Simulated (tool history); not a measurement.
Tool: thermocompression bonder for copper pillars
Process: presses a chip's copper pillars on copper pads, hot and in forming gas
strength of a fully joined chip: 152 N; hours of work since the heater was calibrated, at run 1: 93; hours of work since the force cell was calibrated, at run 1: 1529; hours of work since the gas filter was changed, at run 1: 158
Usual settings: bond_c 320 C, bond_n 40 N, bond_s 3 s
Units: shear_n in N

run	day	bond_c	bond_n	bond_s	hours of work since the heater was calibrated	hours of work since the force cell was calibrated	hours of work since the gas filter was changed	shear_n
1	0.000	320	40	3	93	1529	158	95.3
2	1.600	324	40	3	121	1557	187	98.7
3	2.571	305	40	3	139	1574	204	84.9
4	4.146	320	40	3	166	1602	231	97.1
# day 5.933: forming gas filter changed
5	6.212	320	40	3	202	1638	5	97.3
6	8.258	320	40	3	238	1674	41	96.7
7	9.575	320	40	3	262	1697	64	95.8
8	10.667	320	40	3	281	1716	83	98.5
9	11.917	320	40	3	303	1738	105	96.5
10	13.188	320	40	3	325	1761	128	98.3
11	14.750	320	40	3	353	1788	155	97.6
12	16.250	320	40	3	379	1815	182	97.2
13	18.321	320	40	3	416	1851	218	96.5
14	20.404	320	50	3	452	1888	255	108.0
# day 20.771: forming gas filter changed
15	21.804	320	40	3	477	1912	18	98.1
16	23.033	320	40	3	498	1934	40	97.2
17	24.300	320	40	3	520	1956	62	95.1
18	26.442	320	40	2	558	1994	100	86.6
19	27.983	320	55	3	585	2021	127	111.1
20	29.733	313	51	2	616	2052	158	92.1
21	31.633	296	33	7	650	2085	191	92.7
22	33.750	296	33	7	687	2122	229	90.0
# day 35.721: forming gas filter changed
23	35.721	319	40	3	721	2157	0	97.2
24	36.983	320	48	2	744	2179	22	97.1
# day 38.121: force cell calibrated
25	38.875	320	50	2	776	13	54	96.1
26	40.646	320	37	3	807	44	86	94.0
27	41.992	306	28	3	831	68	109	67.5
28	43.158	291	31	3	851	89	130	59.9
29	45.296	291	31	3	889	126	168	60.3
30	47.121	323	48	2	921	159	200	99.4
31	48.292	328	40	2	942	179	220	91.5
32	50.062	328	40	2	973	210	251	91.2
# day 50.654: forming gas filter changed
33	51.725	328	40	2	1002	239	19	91.6
34	53.083	328	40	2	1026	263	43	91.8
35	55.338	337	37	3	1065	303	82	106.5
36	57.338	326	29	3	1101	338	118	83.7
37	58.275	322	32	4	1117	355	134	94.6
38	59.633	320	26	8	1141	379	158	99.8

Hidden state at the last listed run before each entry between runs and at the first one after, where it differs:
Between runs 4 and 5: forming gas filter changed (day 5.933)
  oxide that the forming gas leaves, % of the face: 0.87 -> 0.51
Between runs 14 and 15: forming gas filter changed (day 20.771)
  oxide that the forming gas leaves, % of the face: 0.91 -> 0.54
Between runs 22 and 23: forming gas filter changed (day 35.721)
  oxide that the forming gas leaves, % of the face: 0.88 -> 0.5
Between runs 24 and 25: force cell calibrated (day 38.121)
  force that reaches the chip, % of what is set: 100.3 -> 100; oxide that the forming gas leaves, % of the face: 0.54 -> 0.59
Between runs 32 and 33: forming gas filter changed (day 50.654)
  oxide that the forming gas leaves, % of the face: 0.9 -> 0.53

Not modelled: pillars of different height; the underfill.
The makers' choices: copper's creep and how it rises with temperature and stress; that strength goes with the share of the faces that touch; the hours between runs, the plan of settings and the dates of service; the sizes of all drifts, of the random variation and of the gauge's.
